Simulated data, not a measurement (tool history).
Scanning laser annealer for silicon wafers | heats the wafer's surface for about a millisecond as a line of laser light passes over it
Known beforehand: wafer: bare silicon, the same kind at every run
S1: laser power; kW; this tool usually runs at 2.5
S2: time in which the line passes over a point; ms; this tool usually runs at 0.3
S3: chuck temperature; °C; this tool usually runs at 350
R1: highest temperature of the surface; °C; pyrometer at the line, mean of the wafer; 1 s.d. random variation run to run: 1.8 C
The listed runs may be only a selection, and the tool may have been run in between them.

run 1 hour=0 | S1=2.5 S2=0.3 S3=350 | R1=1051
run 2 hour=90.8 | S1=2.5 S2=0.3 S3=350 | R1=1047
run 3 hour=135.6 | S1=2.5 S2=0.3 S3=350 | R1=1046
run 4 hour=197 | S1=2.5 S2=0.3 S3=350 | R1=1046
run 5 hour=238.1 | S1=2.5 S2=0.3 S3=350 | R1=1046
run 6 hour=277.7 | S1=2.5 S2=0.3 S3=350 | R1=1043
run 7 hour=343.4 | S1=2.5 S2=0.228 S3=350 | R1=954
run 8 hour=426.2 | S1=2.594 S2=0.228 S3=350 | R1=976
run 9 hour=517.8 | S1=2.221 S2=0.3 S3=350 | R1=958
run 10 hour=566.2 | S1=2.221 S2=0.3 S3=350 | R1=956
run 11 hour=606.5 | S1=2.221 S2=0.3 S3=350 | R1=950
-- hour=616.6 window over the wafer cleaned
run 12 hour=678.4 | S1=2.443 S2=0.3 S3=350 | R1=1036
run 13 hour=723 | S1=2.62 S2=0.3 S3=350 | R1=1091
run 14 hour=797.4 | S1=2.5 S2=0.3 S3=350 | R1=1053
run 15 hour=836.2 | S1=2.5 S2=0.3 S3=371 | R1=1075
run 16 hour=897.2 | S1=2.237 S2=0.3 S3=353 | R1=972
run 17 hour=978.1 | S1=2.237 S2=0.3 S3=353 | R1=969
run 18 hour=1054.9 | S1=2.237 S2=0.3 S3=353 | R1=972
run 19 hour=1115.6 | S1=2.237 S2=0.3 S3=353 | R1=967
run 20 hour=1163 | S1=2.237 S2=0.3 S3=353 | R1=969
run 21 hour=1243.1 | S1=2.5 S2=0.317 S3=350 | R1=1061
run 22 hour=1305.6 | S1=2.672 S2=0.371 S3=363 | R1=1186
run 23 hour=1362 | S1=2.718 S2=0.229 S3=314 | R1=975
-- hour=1441.2 window over the wafer cleaned
run 24 hour=1441.2 | S1=2.414 S2=0.254 S3=315 | R1=938
run 25 hour=1509.1 | S1=2.569 S2=0.234 S3=375 | R1=1017
run 26 hour=1558.5 | S1=2.25 S2=0.37 S3=328 | R1=1022
run 27 hour=1636.8 | S1=2.293 S2=0.343 S3=351 | R1=1031
run 28 hour=1692 | S1=2.444 S2=0.3 S3=374 | R1=1057
run 29 hour=1781.1 | S1=2.319 S2=0.228 S3=357 | R1=919

Branching from run 29: 3 alternative next runs. What would each branch give?
run A hour=1852.8 | S1=2.419 S2=0.244 S3=323 | R1=?
run B hour=1852.8 | S1=2.5 S2=0.347 S3=350 | R1=?
run C hour=1852.8 | S1=2.57 S2=0.348 S3=312 | R1=?

run=A R1=929
run=B R1=1095
run=C R1=1082
With the hidden condition removed and each run's random variation left untouched, the same runs would have given:
run=A R1=937
run=B R1=1105
run=C R1=1092
